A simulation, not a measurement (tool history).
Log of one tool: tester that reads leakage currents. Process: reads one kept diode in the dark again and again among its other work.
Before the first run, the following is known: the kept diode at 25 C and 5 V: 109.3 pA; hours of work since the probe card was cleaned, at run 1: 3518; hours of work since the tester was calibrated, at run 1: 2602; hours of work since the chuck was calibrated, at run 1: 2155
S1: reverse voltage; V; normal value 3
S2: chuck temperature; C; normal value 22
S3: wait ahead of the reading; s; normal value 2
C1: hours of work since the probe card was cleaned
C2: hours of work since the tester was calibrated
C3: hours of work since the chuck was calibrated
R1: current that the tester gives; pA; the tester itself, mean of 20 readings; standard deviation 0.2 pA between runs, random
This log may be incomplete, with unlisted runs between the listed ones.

run	hour	S1	S2	S3	C1	C2	C3	R1
1	0	3	22	2	3518	2602	2155	65.34
2	91.8	3	22	2	3574	2657	2210	65.58
# hour 120.4: probe card cleaned and baked
3	253.6	3	22	2	80	2752	2305	65.76
4	360.2	3	22	2	144	2816	2369	65.78
# hour 434.2: chuck's temperature calibrated
5	504.9	3	22	2	230	2902	42	65.58
6	603.4	3	22	2	289	2961	102	65.64
7	787	3	25	2	399	3071	212	84.69
8	918.6	3	31	2	478	3150	291	139.95
9	1009.5	3	31	2	532	3204	345	140.22
10	1167.6	3	31	2	627	3299	440	139.12
11	1266.5	3	31	2	687	3359	500	139.61
12	1353	3	31	2	739	3411	551	139.38
13	1516	3	31	2	837	3508	649	139.71
14	1677.2	3	22	2	933	3605	746	65.48
15	1762.5	5.42	22	2	984	3656	797	88.65
16	1933.2	1.15	31	6.31	1087	3759	900	85.89
17	2071.4	1.15	31	6.31	1170	3842	983	85.69
18	2245.1	2.42	31	6.31	1274	3946	1087	125.02
19	2384.1	9.25	37	2	1358	4029	1170	401.47
20	2458.6	1.51	50	0.62	1402	4074	1215	425.38
21	2583.1	1.11	50	0.62	1477	4149	1290	364.11
22	2709.1	9.33	26	0.53	1553	4225	1365	168.55
23	2787.3	18.63	56	2.98	1600	4272	1412	2336.85
24	2934.5	18.63	56	2.98	1688	4360	1501	2350.45
25	3087.2	2.56	49	4.73	1780	4451	1592	517.04
# hour 3244: tester calibrated
26	3250.8	1.69	22	1.84	1877	4	1689	49.02
27	3386.6	1.69	22	1.84	1958	86	1771	49.16

3 ways to go on from here, each from the tool as it stands after run 27. What would each give?
A	3515.9	1.69	22	0.39	2036	163	1848	?
B	3515.9	5.36	36	1.84	2036	163	1848	?
C	3515.9	14.2	59	0.47	2036	163	1848	?

run	R1
A	50.25
B	281.17
C	2513.53
Without the tool's hidden state the same runs would have given:
run	R1
A	50.23
B	281.09
C	2513.09
